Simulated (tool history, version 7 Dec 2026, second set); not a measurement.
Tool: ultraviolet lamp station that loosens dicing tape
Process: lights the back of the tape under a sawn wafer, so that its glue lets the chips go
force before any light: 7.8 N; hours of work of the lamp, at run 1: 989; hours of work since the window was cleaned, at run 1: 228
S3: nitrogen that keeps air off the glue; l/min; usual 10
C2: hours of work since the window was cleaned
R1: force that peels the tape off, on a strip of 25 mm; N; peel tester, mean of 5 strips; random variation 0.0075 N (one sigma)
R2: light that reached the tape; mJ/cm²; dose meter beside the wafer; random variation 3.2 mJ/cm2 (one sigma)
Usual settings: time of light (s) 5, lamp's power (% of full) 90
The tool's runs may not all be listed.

Run 1, hour 0.0: usual settings; hours of work of the lamp 989; C2 228. Result: R1 0.457 N, R2 415 mJ/cm².
Run 2, hour 52.4: usual settings but S3 8 l/min; hours of work of the lamp 1017; C2 256. Result: R1 0.547 N, R2 414 mJ/cm².
Run 3, hour 110.8: usual settings; hours of work of the lamp 1048; C2 287. Result: R1 0.481 N, R2 410 mJ/cm².
Run 4, hour 184.3: usual settings; hours of work of the lamp 1087; C2 326. Result: R1 0.498 N, R2 407 mJ/cm².
Run 5, hour 267.7: usual settings; hours of work of the lamp 1132; C2 371. Result: R1 0.512 N, R2 398 mJ/cm².
Run 6, hour 358.9: usual settings; hours of work of the lamp 1180; C2 419. Result: R1 0.533 N, R2 392 mJ/cm².
Run 7, hour 437.6: usual settings; hours of work of the lamp 1222; C2 461. Result: R1 0.528 N, R2 392 mJ/cm².
Run 8, hour 481.4: usual settings; hours of work of the lamp 1246; C2 485. Result: R1 0.556 N, R2 383 mJ/cm².
Run 9, hour 530.2: usual settings; hours of work of the lamp 1272; C2 511. Result: R1 0.568 N, R2 377 mJ/cm².
Run 10, hour 587.3: usual settings; hours of work of the lamp 1302; C2 541. Result: R1 0.585 N, R2 380 mJ/cm².
Run 11, hour 646.2: usual settings but lamp's power (% of full) 77; hours of work of the lamp 1334; C2 573. Result: R1 0.837 N, R2 326 mJ/cm².
At hour 694.7: window cleaned of glue's vapour.
Run 12, hour 721.3: usual settings but lamp's power (% of full) 68; hours of work of the lamp 1374; C2 14. Result: R1 0.895 N, R2 312 mJ/cm².
Run 13, hour 785.1: usual settings; hours of work of the lamp 1408; C2 48. Result: R1 0.482 N, R2 412 mJ/cm².
Run 14, hour 884.2: usual settings but time of light (s) 4; hours of work of the lamp 1461; C2 101. Result: R1 0.799 N, R2 325 mJ/cm².
Run 15, hour 931.0: usual settings but time of light (s) 4; hours of work of the lamp 1486; C2 126. Result: R1 0.872 N, R2 325 mJ/cm².
Run 16, hour 1002.0: usual settings; hours of work of the lamp 1523; C2 164. Result: R1 0.515 N, R2 393 mJ/cm².
Run 17, hour 1044.7: usual settings; hours of work of the lamp 1546; C2 187. Result: R1 0.538 N, R2 397 mJ/cm².
Run 18, hour 1134.3: usual settings; hours of work of the lamp 1594; C2 235. Result: R1 0.539 N, R2 395 mJ/cm².
Run 19, hour 1224.2: usual settings but time of light (s) 9; hours of work of the lamp 1642; C2 283. Result: R1 0.108 N, R2 696 mJ/cm².
Run 20, hour 1312.9: usual settings but time of light (s) 2; hours of work of the lamp 1689; C2 330. Result: R1 2.782 N, R2 147 mJ/cm².
Run 21, hour 1395.1: usual settings but time of light (s) 2; hours of work of the lamp 1733; C2 374. Result: R1 2.743 N, R2 147 mJ/cm².
Run 22, hour 1472.7: usual settings but S3 12 l/min; hours of work of the lamp 1775; C2 415. Result: R1 0.559 N, R2 371 mJ/cm².
Run 23, hour 1527.9: usual settings but time of light (s) 2, S3 11 l/min; hours of work of the lamp 1804; C2 445. Result: R1 2.684 N, R2 142 mJ/cm².
At hour 1552.4: lamp changed.
Run 24, hour 1587.4: usual settings but time of light (s) 4, lamp's power (% of full) 83, S3 14 l/min; hours of work of the lamp 19; C2 476. Result: R1 0.630 N, R2 325 mJ/cm².
Run 25, hour 1678.9: usual settings but time of light (s) 4, lamp's power (% of full) 83, S3 14 l/min; hours of work of the lamp 68; C2 525. Result: R1 0.682 N, R2 323 mJ/cm².
Run 26, hour 1738.7: usual settings but time of light (s) 2, lamp's power (% of full) 71, S3 6 l/min; hours of work of the lamp 99; C2 557. Result: R1 3.446 N, R2 137 mJ/cm².

The next listed run, before its measurement:
Run 27, hour 1811.4: usual settings but time of light (s) 7, lamp's power (% of full) 92; hours of work of the lamp 138; C2 596. Result: R1 ?, R2 ?.

R1: 0.149 N
R2: 621 mJ/cm²
Without the tool's hidden state the same run would have given R1 0.100 N, R2 720 mJ/cm².

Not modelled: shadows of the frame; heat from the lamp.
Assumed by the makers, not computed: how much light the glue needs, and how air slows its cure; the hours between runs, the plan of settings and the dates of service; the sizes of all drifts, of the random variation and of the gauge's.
